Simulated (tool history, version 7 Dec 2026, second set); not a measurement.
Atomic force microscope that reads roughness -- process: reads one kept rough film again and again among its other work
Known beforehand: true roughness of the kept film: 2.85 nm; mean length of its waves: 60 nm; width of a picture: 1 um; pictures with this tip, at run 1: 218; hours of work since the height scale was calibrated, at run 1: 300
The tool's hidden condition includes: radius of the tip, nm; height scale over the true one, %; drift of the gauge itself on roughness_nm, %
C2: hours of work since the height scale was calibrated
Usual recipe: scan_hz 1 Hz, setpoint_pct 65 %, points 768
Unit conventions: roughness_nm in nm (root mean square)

{"run": 1, "hour": 0.0, "scan_hz": 1, "setpoint_pct": 65, "points": 768, "pictures with this tip": 218, "C2": 300, "roughness_nm": 2.687}
{"run": 2, "hour": 12.1, "scan_hz": 1, "setpoint_pct": 65, "points": 768, "pictures with this tip": 236, "C2": 309, "roughness_nm": 2.68}
{"run": 3, "hour": 20.9, "scan_hz": 1, "setpoint_pct": 65, "points": 768, "pictures with this tip": 248, "C2": 315, "roughness_nm": 2.681}
{"run": 4, "hour": 31.6, "scan_hz": 1, "setpoint_pct": 65, "points": 768, "pictures with this tip": 264, "C2": 322, "roughness_nm": 2.698}
{"run": 5, "hour": 40.2, "scan_hz": 1, "setpoint_pct": 65, "points": 768, "pictures with this tip": 277, "C2": 328, "roughness_nm": 2.684}
{"run": 6, "hour": 48.1, "scan_hz": 1, "setpoint_pct": 65, "points": 768, "pictures with this tip": 288, "C2": 334, "roughness_nm": 2.674}
{"run": 7, "hour": 60.4, "scan_hz": 1, "setpoint_pct": 65, "points": 768, "pictures with this tip": 306, "C2": 343, "roughness_nm": 2.677}
{"run": 8, "hour": 71.9, "scan_hz": 1, "setpoint_pct": 65, "points": 768, "pictures with this tip": 323, "C2": 351, "roughness_nm": 2.664}
{"run": 9, "hour": 77.9, "scan_hz": 1, "setpoint_pct": 65, "points": 768, "pictures with this tip": 331, "C2": 355, "roughness_nm": 2.665}
{"hour": 85.9, "done": "new tip fitted"}
{"run": 10, "hour": 91.2, "scan_hz": 1, "setpoint_pct": 65, "points": 768, "pictures with this tip": 8, "C2": 364, "roughness_nm": 2.753}
{"run": 11, "hour": 98.9, "scan_hz": 1, "setpoint_pct": 65, "points": 768, "pictures with this tip": 19, "C2": 369, "roughness_nm": 2.75}
{"run": 12, "hour": 111.9, "scan_hz": 1, "setpoint_pct": 65, "points": 768, "pictures with this tip": 38, "C2": 378, "roughness_nm": 2.732}
{"run": 13, "hour": 121.7, "scan_hz": 0.81, "setpoint_pct": 65, "points": 768, "pictures with this tip": 52, "C2": 385, "roughness_nm": 2.728}
{"run": 14, "hour": 130.4, "scan_hz": 1, "setpoint_pct": 65, "points": 768, "pictures with this tip": 65, "C2": 391, "roughness_nm": 2.722}
{"run": 15, "hour": 139.3, "scan_hz": 1, "setpoint_pct": 65, "points": 768, "pictures with this tip": 77, "C2": 398, "roughness_nm": 2.707}
{"run": 16, "hour": 144.6, "scan_hz": 1, "setpoint_pct": 65, "points": 768, "pictures with this tip": 85, "C2": 401, "roughness_nm": 2.715}
{"run": 17, "hour": 155.6, "scan_hz": 1, "setpoint_pct": 65, "points": 768, "pictures with this tip": 101, "C2": 409, "roughness_nm": 2.707}
{"run": 18, "hour": 163.0, "scan_hz": 1, "setpoint_pct": 65, "points": 768, "pictures with this tip": 112, "C2": 414, "roughness_nm": 2.704}
{"run": 19, "hour": 172.0, "scan_hz": 1, "setpoint_pct": 65, "points": 768, "pictures with this tip": 125, "C2": 421, "roughness_nm": 2.711}
{"run": 20, "hour": 180.9, "scan_hz": 1.09, "setpoint_pct": 65, "points": 768, "pictures with this tip": 138, "C2": 427, "roughness_nm": 2.71}
{"run": 21, "hour": 192.5, "scan_hz": 1.09, "setpoint_pct": 65, "points": 768, "pictures with this tip": 155, "C2": 435, "roughness_nm": 2.698}
{"run": 22, "hour": 204.3, "scan_hz": 0.94, "setpoint_pct": 62, "points": 463, "pictures with this tip": 172, "C2": 443, "roughness_nm": 2.69}
{"run": 23, "hour": 209.9, "scan_hz": 2.26, "setpoint_pct": 62, "points": 577, "pictures with this tip": 180, "C2": 447, "roughness_nm": 2.657}
{"run": 24, "hour": 218.9, "scan_hz": 1, "setpoint_pct": 65, "points": 833, "pictures with this tip": 193, "C2": 454, "roughness_nm": 2.693}
{"run": 25, "hour": 228.8, "scan_hz": 1, "setpoint_pct": 65, "points": 833, "pictures with this tip": 207, "C2": 461, "roughness_nm": 2.695}

For run 26, what comes out?
{"run": 26, "hour": 237.1, "scan_hz": 0.59, "setpoint_pct": 66, "points": 389, "pictures with this tip": 219, "C2": 466, "roughness_nm": "?"}

Run 26 gave roughness_nm 2.707 nm (root mean square).
Take away the tool's hidden state, keep the run-to-run variation as it was, and the same run would have given roughness_nm 2.766 nm (root mean square).
